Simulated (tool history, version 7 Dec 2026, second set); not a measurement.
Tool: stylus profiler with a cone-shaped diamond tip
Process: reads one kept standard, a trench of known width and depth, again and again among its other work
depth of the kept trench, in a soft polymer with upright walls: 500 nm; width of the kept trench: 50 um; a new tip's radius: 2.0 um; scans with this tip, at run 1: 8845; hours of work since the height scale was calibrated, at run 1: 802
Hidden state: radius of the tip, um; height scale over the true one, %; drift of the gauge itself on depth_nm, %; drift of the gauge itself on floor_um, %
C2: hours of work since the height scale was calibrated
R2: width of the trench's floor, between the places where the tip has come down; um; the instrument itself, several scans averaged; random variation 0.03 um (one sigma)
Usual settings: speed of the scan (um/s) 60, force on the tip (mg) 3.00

run 1 hour=0.0 | speed_of_the_scan_(um/s)=60 force_on_the_tip_(mg)=3.00 | scans_with_this_tip=8845 C2=802 | depth_of_the_trench_(Å)=5033.7 R2=46.97
run 2 hour=21.7 | speed_of_the_scan_(um/s)=60 force_on_the_tip_(mg)=3.00 | scans_with_this_tip=9018 C2=818 | depth_of_the_trench_(Å)=5034.8 R2=47.03
run 3 hour=52.0 | speed_of_the_scan_(um/s)=60 force_on_the_tip_(mg)=3.00 | scans_with_this_tip=9259 C2=840 | depth_of_the_trench_(Å)=5039.6 R2=46.99
run 4 hour=72.8 | speed_of_the_scan_(um/s)=60 force_on_the_tip_(mg)=3.00 | scans_with_this_tip=9426 C2=855 | depth_of_the_trench_(Å)=5036.6 R2=47.00
run 5 hour=93.0 | speed_of_the_scan_(um/s)=60 force_on_the_tip_(mg)=3.00 | scans_with_this_tip=9587 C2=869 | depth_of_the_trench_(Å)=5037.1 R2=47.01
run 6 hour=109.5 | speed_of_the_scan_(um/s)=60 force_on_the_tip_(mg)=1.45 | scans_with_this_tip=9719 C2=881 | depth_of_the_trench_(Å)=5023.3 R2=46.86
run 7 hour=138.5 | speed_of_the_scan_(um/s)=60 force_on_the_tip_(mg)=1.45 | scans_with_this_tip=9950 C2=902 | depth_of_the_trench_(Å)=5024.2 R2=46.85
-- hour=145.7 new tip fitted, height scale calibrated
run 8 hour=154.6 | speed_of_the_scan_(um/s)=60 force_on_the_tip_(mg)=1.45 | scans_with_this_tip=71 C2=6 | depth_of_the_trench_(Å)=5022.1 R2=46.89
run 9 hour=182.6 | speed_of_the_scan_(um/s)=60 force_on_the_tip_(mg)=1.58 | scans_with_this_tip=295 C2=27 | depth_of_the_trench_(Å)=5021.9 R2=46.89
run 10 hour=202.5 | speed_of_the_scan_(um/s)=117 force_on_the_tip_(mg)=4.89 | scans_with_this_tip=453 C2=41 | depth_of_the_trench_(Å)=5049.6 R2=46.83
run 11 hour=232.1 | speed_of_the_scan_(um/s)=117 force_on_the_tip_(mg)=4.89 | scans_with_this_tip=689 C2=63 | depth_of_the_trench_(Å)=5048.4 R2=46.81
run 12 hour=249.8 | speed_of_the_scan_(um/s)=117 force_on_the_tip_(mg)=4.89 | scans_with_this_tip=831 C2=75 | depth_of_the_trench_(Å)=5049.9 R2=46.84
run 13 hour=272.2 | speed_of_the_scan_(um/s)=117 force_on_the_tip_(mg)=5.56 | scans_with_this_tip=1009 C2=92 | depth_of_the_trench_(Å)=5054.3 R2=46.86
run 14 hour=292.5 | speed_of_the_scan_(um/s)=60 force_on_the_tip_(mg)=3.13 | scans_with_this_tip=1171 C2=106 | depth_of_the_trench_(Å)=5037.8 R2=46.94
run 15 hour=313.5 | speed_of_the_scan_(um/s)=171 force_on_the_tip_(mg)=6.04 | scans_with_this_tip=1338 C2=121 | depth_of_the_trench_(Å)=5056.0 R2=46.68
run 16 hour=337.9 | speed_of_the_scan_(um/s)=36 force_on_the_tip_(mg)=5.38 | scans_with_this_tip=1533 C2=139 | depth_of_the_trench_(Å)=5054.9 R2=47.19
run 17 hour=354.8 | speed_of_the_scan_(um/s)=36 force_on_the_tip_(mg)=5.38 | scans_with_this_tip=1668 C2=151 | depth_of_the_trench_(Å)=5053.1 R2=47.24

How the hidden state differs across the entries between the runs, from the last listed run before each to the first after it:
Between runs 7 and 8: new tip fitted, height scale calibrated (hour 145.7)
  radius of the tip, um: 2.03 -> 2; height scale over the true one, %: -0.003 -> 0
